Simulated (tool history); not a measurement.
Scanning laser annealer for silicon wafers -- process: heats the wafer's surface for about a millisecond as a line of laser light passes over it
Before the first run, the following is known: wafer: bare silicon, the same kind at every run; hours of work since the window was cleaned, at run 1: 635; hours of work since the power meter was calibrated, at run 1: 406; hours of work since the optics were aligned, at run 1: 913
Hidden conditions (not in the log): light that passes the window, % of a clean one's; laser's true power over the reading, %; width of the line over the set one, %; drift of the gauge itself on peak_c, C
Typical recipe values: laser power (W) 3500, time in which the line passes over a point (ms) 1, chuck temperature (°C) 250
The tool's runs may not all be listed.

run    hour  laser power (W)  time in which the line passes over a point (ms)  chuck temperature (°C)  hours of work since the window was cleaned  hours of work since the power meter was calibrated  hours of work since the optics were aligned  highest temperature of the surface (°C)
  1       0             3500                                                1                     250                                         635                                                 406                                          913                                     1051
  2    67.5             3500                                                1                     217                                         668                                                 439                                          946                                     1017
  3   152.1             3500                                                1                     217                                         709                                                 480                                          987                                     1017
  4   217.6             3500                                                1                     250                                         741                                                 512                                         1019                                     1054
  5   256.9             3500                                             0.94                     250                                         760                                                 531                                         1038                                     1022
  6   328.8             3500                                                1                     250                                         794                                                 565                                         1073                                     1047
  7   407.7             3500                                                1                     250                                         833                                                 604                                         1111                                     1053
      426.5  -- window over the wafer cleaned
  8   486.9             3500                                                1                     250                                          29                                                 641                                         1148                                     1050
  9   545.8             3500                                                1                     250                                          58                                                 670                                         1177                                     1050
 10   597.3             3500                                                1                     250                                          83                                                 695                                         1202                                     1050
 11   633.3             3500                                                1                     250                                         100                                                 712                                         1219                                     1049
 12   677.2             3500                                                1                     250                                         121                                                 733                                         1240                                     1049
 13   763.9             3500                                                1                     268                                         163                                                 775                                         1282                                     1067
 14   805.7             3500                                                1                     250                                         184                                                 795                                         1303                                     1049
 15     865             3500                                                1                     250                                         212                                                 824                                         1331                                     1048
 16   941.5             3500                                                1                     250                                         249                                                 861                                         1368                                     1049
 17  1025.1             3500                                                1                     250                                         290                                                 902                                         1409                                     1050
 18  1094.3             3635                                                1                     250                                         323                                                 935                                         1442                                     1085
 19  1130.8             3500                                                1                     250                                         341                                                 953                                         1460                                     1047
     1164.7  -- optics aligned, line set to its width
 20  1188.2             3500                                                1                     250                                         367                                                 978                                           11                                     1052
 21  1240.1             3480                                             1.13                     276                                         392                                                1003                                           37                                     1131
 22  1310.8             3173                                             1.15                     250                                         426                                                1038                                           71                                     1028
 23  1350.2             3500                                             0.84                     255                                         445                                                1057                                           90                                      975
 24  1435.9             3500                                             0.84                     255                                         487                                                1098                                          131                                      974
 25    1521             3122                                             0.89                     235                                         528                                                1140                                          173                                      891
 26  1583.9             3628                                             0.75                     272                                         558                                                1170                                          203                                      971
 27  1634.2             3628                                             0.75                     236                                         583                                                1194                                          227                                      938
 28  1703.9             3487                                              0.9                     250                                         616                                                1228                                          261                                      997
 29  1753.1             3065                                              0.9                     250                                         640                                                1252                                          285                                      899
 30  1841.4             3500                                             0.75                     242                                         683                                                1295                                          328                                      916
 31  1926.1             3592                                                1                     279                                         724                                                1336                                          369                                     1100
 32  1974.7             3500                                             1.08                     250                                         748                                                1359                                          392                                     1091
 33  2048.4             2982                                                1                     250                                         783                                                1395                                          428                                      917
 34  2105.2             3487                                             1.25                     275                                         811                                                1423                                          456                                     1187
     2169.9  -- window over the wafer cleaned
 35    2179             3487                                             1.25                     275                                           4                                                1457                                          490                                     1183
 36  2264.7             3487                                             0.72                     242                                          46                                                1499                                          532                                      898
 37  2311.4             3753                                                1                     222                                          69                                                1521                                          555                                     1085
 38  2353.9             3753                                                1                     222                                          89                                                1542                                          575                                     1085
 39  2433.4             3835                                             0.71                     240                                         128                                                1581                                          614                                      964
 40  2483.8             3685                                             0.81                     243                                         152                                                1605                                          638                                      988

Take each entry between the runs: how does the hidden state at the last listed run before it differ from the hidden state at the first listed run after it?
Logged between run 7 and run 8: window over the wafer cleaned (hour 426.5)
  light that passes the window, % of a clean one's: 99.95 -> 100
Logged between run 19 and run 20: optics aligned, line set to its width (hour 1164.7)
  width of the line over the set one, %: 0.03 -> 0
Logged between run 34 and run 35: window over the wafer cleaned (hour 2169.9)
  light that passes the window, % of a clean one's: 99.95 -> 100
